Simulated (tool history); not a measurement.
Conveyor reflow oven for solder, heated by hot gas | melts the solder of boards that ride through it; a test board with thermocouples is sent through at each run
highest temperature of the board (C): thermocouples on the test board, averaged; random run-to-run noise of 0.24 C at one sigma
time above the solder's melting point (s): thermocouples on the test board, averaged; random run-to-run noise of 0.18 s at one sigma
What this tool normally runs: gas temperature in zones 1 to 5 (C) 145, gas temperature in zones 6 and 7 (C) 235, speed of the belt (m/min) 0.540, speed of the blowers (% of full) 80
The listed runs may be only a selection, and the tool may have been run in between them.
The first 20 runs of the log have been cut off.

run	hour	gas temperature in zones 1 to 5 (C)	gas temperature in zones 6 and 7 (C)	speed of the belt (m/min)	speed of the blowers (% of full)	hours of work since the flux was cleaned out	hours of work since the belt drive was overhauled	hours of work since the thermocouples were changed	highest temperature of the board (C)	time above the solder's melting point (s)
21	137.2	131	234	0.596	67	219	305	27	210.4	44.2
22	142.4	131	245	0.596	67	224	309	31	219.4	51.6
23	148.3	131	245	0.596	72	228	313	36	220.6	52.3
24	154.6	132	245	0.596	67	233	319	41	219.5	52.1
25	163.7	141	228	0.540	80	241	326	48	212.8	56.9
26	169.8	145	235	0.486	80	245	331	53	222.5	73.0
27	176.9	145	235	0.432	80	251	336	59	224.9	84.7
28	184.3	145	235	0.432	80	257	342	65	225.8	84.7
# hour 189.7: flux residue cleaned out of gas plates and filters
29	194.3	137	233	0.540	72	4	346	69	217.3	58.9
30	200.1	156	235	0.489	80	8	351	73	226.2	79.8

4 options for the next run, each taken on its own from the tool as it stands now. Forecast them:
A	208.2	156	243	0.489	61	15	357	80	?	?
B	208.2	145	235	0.540	88	15	357	80	?	?
C	208.2	154	245	0.489	80	15	357	80	?	?
D	208.2	156	234	0.489	59	15	357	80	?	?

run	highest temperature of the board (C)	time above the solder's melting point (s)
A	229.9	82.3
B	223.0	66.4
C	234.3	83.4
D	221.7	77.0
Without the tool's hidden state the same runs would have given:
run	highest temperature of the board (C)	time above the solder's melting point (s)
A	230.0	81.5
B	223.2	66.0
C	234.4	82.6
D	221.8	76.3
